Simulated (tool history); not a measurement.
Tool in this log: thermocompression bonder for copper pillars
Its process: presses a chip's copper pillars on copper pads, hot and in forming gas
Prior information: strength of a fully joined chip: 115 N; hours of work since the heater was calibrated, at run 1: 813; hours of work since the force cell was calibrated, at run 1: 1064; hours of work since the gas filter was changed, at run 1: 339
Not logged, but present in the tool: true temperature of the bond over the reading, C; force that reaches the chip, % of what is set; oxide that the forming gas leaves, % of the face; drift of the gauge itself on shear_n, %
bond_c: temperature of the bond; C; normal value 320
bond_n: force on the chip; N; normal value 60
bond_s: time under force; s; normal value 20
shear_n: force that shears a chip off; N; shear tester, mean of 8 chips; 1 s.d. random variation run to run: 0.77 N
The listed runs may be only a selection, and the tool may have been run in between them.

| run | day | bond_c | bond_n | bond_s | hours of work since the heater was calibrated | hours of work since the force cell was calibrated | hours of work since the gas filter was changed | shear_n |
|---|---|---|---|---|---|---|---|---|
| 1 | 0.000 | 320 | 60 | 20 | 813 | 1064 | 339 | 59.3 |
| 2 | 1.054 | 320 | 60 | 28 | 832 | 1084 | 359 | 68.1 |
| 3 | 1.646 | 320 | 60 | 28 | 844 | 1095 | 370 | 66.4 |
| 4 | 2.629 | 320 | 60 | 28 | 862 | 1114 | 388 | 65.6 |
| 5 | 3.250 | 320 | 65 | 28 | 874 | 1125 | 400 | 67.5 |
|  | 3.708 | forming gas filter changed |
| 6 | 4.588 | 320 | 60 | 20 | 898 | 1150 | 16 | 63.4 |
| 7 | 5.625 | 320 | 60 | 20 | 918 | 1169 | 36 | 61.9 |
| 8 | 6.796 | 320 | 60 | 20 | 939 | 1191 | 58 | 61.8 |
| 9 | 7.783 | 320 | 60 | 20 | 958 | 1210 | 76 | 61.8 |
| 10 | 8.367 | 320 | 60 | 20 | 969 | 1220 | 87 | 61.3 |
| 11 | 9.212 | 320 | 60 | 20 | 985 | 1236 | 103 | 61.2 |
| 12 | 10.525 | 320 | 60 | 20 | 1009 | 1261 | 127 | 61.7 |
| 13 | 11.529 | 320 | 60 | 14 | 1028 | 1280 | 146 | 53.3 |
| 14 | 12.567 | 333 | 60 | 14 | 1047 | 1299 | 166 | 61.0 |
| 15 | 13.929 | 320 | 60 | 20 | 1073 | 1324 | 191 | 60.4 |
| 16 | 14.708 | 318 | 60 | 20 | 1087 | 1339 | 206 | 58.6 |
|  | 14.850 | force cell calibrated |
| 17 | 15.575 | 318 | 60 | 20 | 1102 | 14 | 221 | 57.7 |
| 18 | 16.338 | 320 | 41 | 20 | 1117 | 28 | 235 | 46.6 |
| 19 | 17.208 | 320 | 41 | 20 | 1133 | 44 | 251 | 47.7 |
| 20 | 18.146 | 320 | 41 | 20 | 1150 | 62 | 269 | 46.2 |
| 21 | 19.112 | 320 | 41 | 20 | 1169 | 80 | 287 | 47.0 |
| 22 | 20.171 | 301 | 37 | 20 | 1188 | 100 | 307 | 34.2 |
| 23 | 21.112 | 335 | 54 | 32 | 1206 | 117 | 324 | 72.7 |
| 24 | 22.104 | 320 | 58 | 20 | 1224 | 136 | 343 | 56.8 |
| 25 | 22.704 | 320 | 58 | 11 | 1236 | 147 | 354 | 46.2 |
|  | 23.179 | force cell calibrated, once more |
| 26 | 23.725 | 313 | 41 | 13 | 1254 | 10 | 372 | 36.5 |
| 27 | 24.383 | 318 | 41 | 33 | 1266 | 23 | 384 | 54.7 |
|  | 25.654 | forming gas filter changed |
| 28 | 25.750 | 320 | 60 | 51 | 1291 | 48 | 2 | 80.6 |
| 29 | 26.733 | 320 | 60 | 51 | 1309 | 66 | 20 | 81.3 |
| 30 | 27.812 | 320 | 58 | 51 | 1330 | 86 | 40 | 78.0 |
| 31 | 28.679 | 314 | 85 | 20 | 1346 | 102 | 57 | 67.9 |
| 32 | 29.704 | 314 | 85 | 20 | 1365 | 122 | 76 | 68.3 |
| 33 | 30.996 | 314 | 85 | 20 | 1389 | 146 | 100 | 69.2 |
| 34 | 31.583 | 332 | 41 | 11 | 1400 | 157 | 111 | 44.4 |
| 35 | 32.329 | 339 | 44 | 21 | 1414 | 171 | 125 | 63.1 |
| 36 | 33.462 | 337 | 61 | 20 | 1435 | 192 | 146 | 71.1 |
| 37 | 34.612 | 348 | 67 | 20 | 1457 | 213 | 168 | 79.9 |
| 38 | 35.862 | 345 | 79 | 25 | 1480 | 237 | 191 | 87.5 |
| 39 | 36.888 | 345 | 79 | 25 | 1499 | 256 | 210 | 89.5 |
| 40 | 37.625 | 345 | 49 | 12 | 1513 | 270 | 224 | 57.0 |

What if the next run were any one of these 4? Each begins from the tool's condition after run 40:
| A | 38.921 | 297 | 88 | 35 | 1537 | 294 | 248 | ? |
| B | 38.921 | 345 | 49 | 19 | 1537 | 294 | 248 | ? |
| C | 38.921 | 343 | 73 | 41 | 1537 | 294 | 248 | ? |
| D | 38.921 | 329 | 42 | 20 | 1537 | 294 | 248 | ? |

| run | shear_n |
|---|---|
| A | 66.9 |
| B | 66.4 |
| C | 93.8 |
| D | 53.1 |
Take away the tool's hidden state, keep each run's random variation, and the runs would have read:
| run | shear_n |
|---|---|
| A | 75.2 |
| B | 73.9 |
| C | 101.1 |
| D | 60.0 |
